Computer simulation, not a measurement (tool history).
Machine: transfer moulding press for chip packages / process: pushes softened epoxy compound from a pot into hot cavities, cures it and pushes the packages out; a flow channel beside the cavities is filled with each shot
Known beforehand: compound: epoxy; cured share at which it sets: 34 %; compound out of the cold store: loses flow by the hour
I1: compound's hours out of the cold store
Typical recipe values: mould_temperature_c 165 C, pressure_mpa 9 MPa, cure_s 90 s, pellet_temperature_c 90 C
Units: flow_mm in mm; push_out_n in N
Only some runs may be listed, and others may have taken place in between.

run 1 hour=0 | mould_temperature_c=165 pressure_mpa=9 cure_s=90 pellet_temperature_c=90 | I1=21.8 | flow_mm=887 push_out_n=489
-- hour=12.8 cavities cleaned with cleaning compound and waxed
run 2 hour=45.1 | mould_temperature_c=165 pressure_mpa=9 cure_s=90 pellet_temperature_c=90 | I1=31 | flow_mm=856 push_out_n=490
run 3 hour=64.5 | mould_temperature_c=165 pressure_mpa=9 cure_s=90 pellet_temperature_c=90 | I1=36.6 | flow_mm=835 push_out_n=481
-- hour=69.8 cavities cleaned with cleaning compound and waxed
-- hour=108.3 plunger's sealing rings changed
run 4 hour=108.7 | mould_temperature_c=165 pressure_mpa=9 cure_s=90 pellet_temperature_c=90 | I1=38 | flow_mm=829 push_out_n=479
-- hour=130.2 cavities cleaned with cleaning compound and waxed
-- hour=137.3 mould's thermocouples calibrated
run 5 hour=157.5 | mould_temperature_c=165 pressure_mpa=9 cure_s=90 pellet_temperature_c=90 | I1=37.9 | flow_mm=829 push_out_n=454
-- hour=189.6 cavities cleaned with cleaning compound and waxed
run 6 hour=194.8 | mould_temperature_c=165 pressure_mpa=9 cure_s=90 pellet_temperature_c=90 | I1=10.8 | flow_mm=932 push_out_n=491
run 7 hour=216.1 | mould_temperature_c=165 pressure_mpa=7.49 cure_s=90 pellet_temperature_c=90 | I1=9.1 | flow_mm=860 push_out_n=497
-- hour=245.8 cavities cleaned with cleaning compound and waxed
run 8 hour=258.5 | mould_temperature_c=165 pressure_mpa=7.49 cure_s=91 pellet_temperature_c=90 | I1=23.5 | flow_mm=806 push_out_n=482
run 9 hour=290 | mould_temperature_c=165 pressure_mpa=7.49 cure_s=93 pellet_temperature_c=90 | I1=14.8 | flow_mm=836 push_out_n=483
-- hour=302.5 cavities cleaned with cleaning compound and waxed
run 10 hour=315.4 | mould_temperature_c=165 pressure_mpa=7.49 cure_s=93 pellet_temperature_c=90 | I1=30.7 | flow_mm=780 push_out_n=467
-- hour=358.9 cavities cleaned with cleaning compound and waxed
run 11 hour=358.9 | mould_temperature_c=165 pressure_mpa=7.49 cure_s=93 pellet_temperature_c=90 | I1=10.9 | flow_mm=854 push_out_n=468
run 12 hour=397.5 | mould_temperature_c=165 pressure_mpa=7.49 cure_s=93 pellet_temperature_c=90 | I1=23.8 | flow_mm=803 push_out_n=468
-- hour=416.1 cavities cleaned with cleaning compound and waxed
run 13 hour=424.7 | mould_temperature_c=165 pressure_mpa=7.49 cure_s=93 pellet_temperature_c=90 | I1=18.2 | flow_mm=824 push_out_n=464
run 14 hour=444.5 | mould_temperature_c=165 pressure_mpa=9 cure_s=76 pellet_temperature_c=91 | I1=8.5 | flow_mm=942 push_out_n=647
-- hour=473.7 cavities cleaned with cleaning compound and waxed
run 15 hour=487.8 | mould_temperature_c=165 pressure_mpa=9 cure_s=76 pellet_temperature_c=91 | I1=35.9 | flow_mm=836 push_out_n=607
run 16 hour=526.2 | mould_temperature_c=165 pressure_mpa=9 cure_s=76 pellet_temperature_c=91 | I1=42.1 | flow_mm=815 push_out_n=606
-- hour=529.9 cavities cleaned with cleaning compound and waxed
run 17 hour=572.4 | mould_temperature_c=165 pressure_mpa=9 cure_s=72 pellet_temperature_c=83 | I1=21 | flow_mm=893 push_out_n=748
-- hour=587 cavities cleaned with cleaning compound and waxed
-- hour=601.3 plunger's sealing rings changed
run 18 hour=613.5 | mould_temperature_c=165 pressure_mpa=9.28 cure_s=97 pellet_temperature_c=90 | I1=40.8 | flow_mm=832 push_out_n=472
run 19 hour=632.4 | mould_temperature_c=164 pressure_mpa=10.8 cure_s=84 pellet_temperature_c=93 | I1=26.9 | flow_mm=956 push_out_n=537
-- hour=646.1 cavities cleaned with cleaning compound and waxed
run 20 hour=669.9 | mould_temperature_c=158 pressure_mpa=7.17 cure_s=90 pellet_temperature_c=88 | I1=10.5 | flow_mm=867 push_out_n=807
run 21 hour=695.9 | mould_temperature_c=158 pressure_mpa=7.17 cure_s=90 pellet_temperature_c=88 | I1=25.2 | flow_mm=816 push_out_n=774
-- hour=702.4 cavities cleaned with cleaning compound and waxed
run 22 hour=725.7 | mould_temperature_c=158 pressure_mpa=8.44 cure_s=90 pellet_temperature_c=88 | I1=37.8 | flow_mm=837 push_out_n=751
run 23 hour=754.3 | mould_temperature_c=158 pressure_mpa=8.44 cure_s=90 pellet_temperature_c=88 | I1=34.2 | flow_mm=845 push_out_n=720
-- hour=759.1 cavities cleaned with cleaning compound and waxed
run 24 hour=794 | mould_temperature_c=158 pressure_mpa=8.44 cure_s=90 pellet_temperature_c=88 | I1=14.2 | flow_mm=925 push_out_n=794
-- hour=816.5 cavities cleaned with cleaning compound and waxed
run 25 hour=821.4 | mould_temperature_c=160 pressure_mpa=10.3 cure_s=90 pellet_temperature_c=90 | I1=43.4 | flow_mm=891 push_out_n=612
run 26 hour=852.3 | mould_temperature_c=160 pressure_mpa=10.3 cure_s=90 pellet_temperature_c=90 | I1=43.5 | flow_mm=887 push_out_n=593

Here are 5 independent what-if runs from the current tool condition. What would each one return?
-- hour=875.2 cavities cleaned with cleaning compound and waxed
run A hour=895.6 | mould_temperature_c=169 pressure_mpa=7.15 cure_s=72 pellet_temperature_c=90 | I1=45.1 | flow_mm=? push_out_n=?
-- hour=875.2 cavities cleaned with cleaning compound and waxed
run B hour=895.6 | mould_temperature_c=160 pressure_mpa=10.3 cure_s=101 pellet_temperature_c=90 | I1=8.9 | flow_mm=? push_out_n=?
-- hour=875.2 cavities cleaned with cleaning compound and waxed
run C hour=895.6 | mould_temperature_c=165 pressure_mpa=7.47 cure_s=90 pellet_temperature_c=97 | I1=8.3 | flow_mm=? push_out_n=?
-- hour=875.2 cavities cleaned with cleaning compound and waxed
run D hour=895.6 | mould_temperature_c=160 pressure_mpa=6.97 cure_s=71 pellet_temperature_c=90 | I1=17.4 | flow_mm=? push_out_n=?
-- hour=875.2 cavities cleaned with cleaning compound and waxed
run E hour=895.6 | mould_temperature_c=160 pressure_mpa=10.3 cure_s=90 pellet_temperature_c=81 | I1=21.7 | flow_mm=? push_out_n=?

run=A flow_mm=705 push_out_n=521
run=B flow_mm=1040 push_out_n=552
run=C flow_mm=858 push_out_n=475
run=D flow_mm=820 push_out_n=1111
run=E flow_mm=981 push_out_n=690
Had the tool no hidden state, the same runs would have come out as:
run=A flow_mm=705 push_out_n=519
run=B flow_mm=1040 push_out_n=549
run=C flow_mm=858 push_out_n=472
run=D flow_mm=820 push_out_n=1106
run=E flow_mm=981 push_out_n=686
